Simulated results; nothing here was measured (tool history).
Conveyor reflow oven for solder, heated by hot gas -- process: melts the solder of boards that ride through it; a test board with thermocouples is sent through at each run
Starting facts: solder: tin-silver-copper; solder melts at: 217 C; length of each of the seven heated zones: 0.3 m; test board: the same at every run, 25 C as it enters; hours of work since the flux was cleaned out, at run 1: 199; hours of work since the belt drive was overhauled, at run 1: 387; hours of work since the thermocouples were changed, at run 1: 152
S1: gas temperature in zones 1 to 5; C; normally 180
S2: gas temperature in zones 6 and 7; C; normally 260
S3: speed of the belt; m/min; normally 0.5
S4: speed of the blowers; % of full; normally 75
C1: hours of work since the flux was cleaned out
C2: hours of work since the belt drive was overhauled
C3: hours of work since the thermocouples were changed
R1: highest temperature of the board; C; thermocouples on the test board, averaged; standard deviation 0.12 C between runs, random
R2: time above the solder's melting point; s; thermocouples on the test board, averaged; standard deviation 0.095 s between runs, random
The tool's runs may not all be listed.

Run 1, day 0: usual settings; C1 199; C2 387; C3 152. Result: R1 250 C, R2 56.92 s.
Run 2, day 1.142: usual settings; C1 212; C2 399; C3 164. Result: R1 249.8 C, R2 56.9 s.
Run 3, day 1.896: usual settings; C1 220; C2 407; C3 173. Result: R1 250 C, R2 56.86 s.
Run 4, day 3.138: usual settings but S3 0.418 m/min; C1 234; C2 421; C3 186. Result: R1 252.9 C, R2 71.98 s.
Run 5, day 4.062: usual settings but S3 0.418 m/min, S4 54 % of full; C1 244; C2 431; C3 196. Result: R1 249.3 C, R2 67.18 s.
Run 6, day 4.812: usual settings but S3 0.533 m/min; C1 252; C2 439; C3 205. Result: R1 248.2 C, R2 51.83 s.
Run 7, day 5.871: usual settings but S3 0.533 m/min; C1 263; C2 451; C3 216. Result: R1 248 C, R2 51.66 s.
Run 8, day 6.488: usual settings but S4 88 % of full; C1 270; C2 457; C3 223. Result: R1 251.6 C, R2 58.88 s.
Run 9, day 7.692: usual settings but S2 267 C; C1 283; C2 471; C3 236. Result: R1 256 C, R2 60.39 s.
Run 10, day 8.754: usual settings; C1 295; C2 482; C3 248. Result: R1 249.5 C, R2 56.58 s.
Run 11, day 9.4: usual settings but S3 0.597 m/min, S4 64 % of full; C1 302; C2 489; C3 255. Result: R1 242.3 C, R2 39.96 s.
Run 12, day 9.992: usual settings but S2 261 C; C1 308; C2 496; C3 261. Result: R1 250.3 C, R2 57.1 s.
Run 13, day 10.821: usual settings but S2 261 C; C1 317; C2 505; C3 270. Result: R1 250.3 C, R2 56.97 s.
Run 14, day 11.958: usual settings but S2 261 C, S3 0.524 m/min, S4 58 % of full; C1 330; C2 517; C3 282. Result: R1 245.1 C, R2 48.69 s.
At day 12.242: belt drive overhauled, speed set with a stopwatch.
Run 15, day 13.192: usual settings but S2 261 C, S3 0.524 m/min, S4 58 % of full; C1 341; C2 10; C3 294. Result: R1 245.1 C, R2 49.48 s.
Run 16, day 14.067: usual settings but S2 261 C, S3 0.524 m/min, S4 58 % of full; C1 351; C2 20; C3 304. Result: R1 245 C, R2 49.46 s.
At day 14.546: belt drive overhauled, speed set with a stopwatch, once more.
Run 17, day 15.008: usual settings but S2 261 C, S3 0.524 m/min, S4 58 % of full; C1 360; C2 5; C3 312. Result: R1 244.3 C, R2 47.54 s.
Run 18, day 16.083: usual settings but S2 261 C, S3 0.524 m/min, S4 58 % of full; C1 371; C2 17; C3 324. Result: R1 244.3 C, R2 47.42 s.
Run 19, day 17.254: usual settings but S1 190 C, S2 255 C, S3 0.524 m/min, S4 58 % of full; C1 384; C2 30; C3 337. Result: R1 241.1 C, R2 49.09 s.
At day 18.312: flux residue cleaned out of gas plates and filters.
Run 20, day 18.5: usual settings but S1 172 C, S2 262 C, S3 0.494 m/min, S4 58 % of full; C1 2; C2 41; C3 348. Result: R1 246.5 C, R2 49.92 s.

Below are 3 alternative next runs, each starting from the tool's condition after run 20. Predict each:
Run A, day 19.279: usual settings but S1 194 C, S2 262 C, S3 0.494 m/min, S4 56 % of full; C1 11; C2 49; C3 356. Result: R1 ?, R2 ?.
Run B, day 19.279: usual settings but S1 172 C, S2 262 C, S3 0.494 m/min, S4 61 % of full; C1 11; C2 49; C3 356. Result: R1 ?, R2 ?.
Run C, day 19.279: usual settings but S2 258 C; C1 11; C2 49; C3 356. Result: R1 ?, R2 ?.

run     R1     R2
  A  249.4  61.52
  B  247.4  51.17
  C  247.7  55.06
With the hidden condition removed and each run's random variation left untouched, the same runs would have given:
run     R1     R2
  A  250.8  62.26
  B  248.8  52.15
  C  249.2  55.92
